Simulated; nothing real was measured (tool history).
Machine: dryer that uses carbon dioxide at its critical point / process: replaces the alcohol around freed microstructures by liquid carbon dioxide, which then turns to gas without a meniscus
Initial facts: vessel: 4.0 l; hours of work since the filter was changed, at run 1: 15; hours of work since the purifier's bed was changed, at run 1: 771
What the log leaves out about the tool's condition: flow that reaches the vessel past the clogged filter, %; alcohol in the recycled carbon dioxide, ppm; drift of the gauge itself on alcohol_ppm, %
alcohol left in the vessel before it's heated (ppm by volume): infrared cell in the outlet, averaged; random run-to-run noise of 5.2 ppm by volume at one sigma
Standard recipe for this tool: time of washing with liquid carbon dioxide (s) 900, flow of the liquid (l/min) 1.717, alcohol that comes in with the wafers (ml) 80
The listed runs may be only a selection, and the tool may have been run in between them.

| run | hour | time of washing with liquid carbon dioxide (s) | flow of the liquid (l/min) | alcohol that comes in with the wafers (ml) | hours of work since the filter was changed | hours of work since the purifier's bed was changed | alcohol left in the vessel before it's heated (ppm by volume) |
|---|---|---|---|---|---|---|---|
| 1 | 0 | 900 | 1.717 | 80 | 15 | 771 | 121 |
| 2 | 56.5 | 900 | 1.717 | 80 | 43 | 799 | 128 |
| 3 | 111.1 | 840 | 1.717 | 80 | 70 | 826 | 189 |
| 4 | 146.1 | 900 | 1.72 | 80 | 87 | 843 | 129 |
| 5 | 181.3 | 600 | 1.717 | 80 | 105 | 861 | 652 |
| 6 | 207.3 | 1380 | 2.26 | 42 | 117 | 873 | 34 |
| 7 | 251.6 | 1380 | 2.26 | 42 | 139 | 895 | 36 |
| 8 | 292.1 | 780 | 1.55 | 99 | 159 | 915 | 482 |
| 9 | 332.8 | 600 | 1.08 | 49 | 179 | 935 | 1633 |
| 10 | 360.5 | 1260 | 1.47 | 49 | 193 | 949 | 61 |

4 options for the next run, each taken on its own from the tool as it stands now. Forecast them:
| A | 398.4 | 900 | 1.47 | 24 | 211 | 967 | ? |
| B | 398.4 | 900 | 1.717 | 120 | 211 | 967 | ? |
| C | 398.4 | 540 | 1.44 | 49 | 211 | 967 | ? |
| D | 398.4 | 1260 | 1.47 | 35 | 211 | 967 | ? |

| run | alcohol left in the vessel before it's heated (ppm by volume) |
|---|---|
| A | 121 |
| B | 211 |
| C | 1011 |
| D | 55 |
Without the tool's unlogged condition, the same runs would have read:
| run | alcohol left in the vessel before it's heated (ppm by volume) |
|---|---|
| A | 79 |
| B | 152 |
| C | 901 |
| D | 20 |

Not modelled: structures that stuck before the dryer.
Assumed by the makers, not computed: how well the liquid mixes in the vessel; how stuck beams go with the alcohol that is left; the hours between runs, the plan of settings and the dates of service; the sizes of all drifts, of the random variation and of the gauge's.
